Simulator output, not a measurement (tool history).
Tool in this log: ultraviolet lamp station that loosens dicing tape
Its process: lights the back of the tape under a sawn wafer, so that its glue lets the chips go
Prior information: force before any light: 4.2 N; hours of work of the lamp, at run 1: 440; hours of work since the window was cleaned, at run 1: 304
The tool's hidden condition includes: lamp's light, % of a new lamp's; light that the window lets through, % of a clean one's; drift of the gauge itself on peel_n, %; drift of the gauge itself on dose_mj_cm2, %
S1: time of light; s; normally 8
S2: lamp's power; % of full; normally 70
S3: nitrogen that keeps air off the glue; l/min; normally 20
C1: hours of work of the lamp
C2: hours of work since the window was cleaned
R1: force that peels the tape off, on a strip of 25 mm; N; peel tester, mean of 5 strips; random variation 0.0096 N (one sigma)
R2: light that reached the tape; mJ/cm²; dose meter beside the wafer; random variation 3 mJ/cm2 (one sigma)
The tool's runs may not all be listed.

Run 1, day 0.000: usual settings; C1 440; C2 304. Result: R1 0.560 N, R2 352 mJ/cm².
Run 2, day 1.404: usual settings; C1 463; C2 326. Result: R1 0.599 N, R2 346 mJ/cm².
Run 3, day 3.171: usual settings; C1 491; C2 354. Result: R1 0.634 N, R2 343 mJ/cm².
Run 4, day 4.704: usual settings but S1 4 s; C1 516; C2 379. Result: R1 1.516 N, R2 165 mJ/cm².
Run 5, day 6.404: usual settings; C1 543; C2 406. Result: R1 0.619 N, R2 334 mJ/cm².
Run 6, day 7.825: usual settings; C1 566; C2 429. Result: R1 0.692 N, R2 323 mJ/cm².
Run 7, day 9.400: usual settings but S3 9 l/min; C1 591; C2 455. Result: R1 0.994 N, R2 323 mJ/cm².
Run 8, day 10.346: usual settings but S3 9 l/min; C1 607; C2 470. Result: R1 1.043 N, R2 318 mJ/cm².
Run 9, day 11.496: usual settings; C1 625; C2 488. Result: R1 0.680 N, R2 315 mJ/cm².
Run 10, day 12.733: usual settings but S1 14 s, S2 95 % of full, S3 28 l/min; C1 645; C2 508. Result: R1 0.207 N, R2 735 mJ/cm².
At day 13.971: window cleaned of glue's vapour.
Run 11, day 14.188: usual settings but S1 6 s, S3 10 l/min; C1 668; C2 3. Result: R1 1.498 N, R2 221 mJ/cm².

The next listed run, before its measurement:
Run 12, day 15.129: usual settings but S1 6 s, S2 61 % of full, S3 30 l/min; C1 683; C2 19. Result: R1 ?, R2 ?.

R1: 1.152 N
R2: 191 mJ/cm²
Had the tool carried no hidden state, the very same run would have given R1 0.655 N, R2 288 mJ/cm².
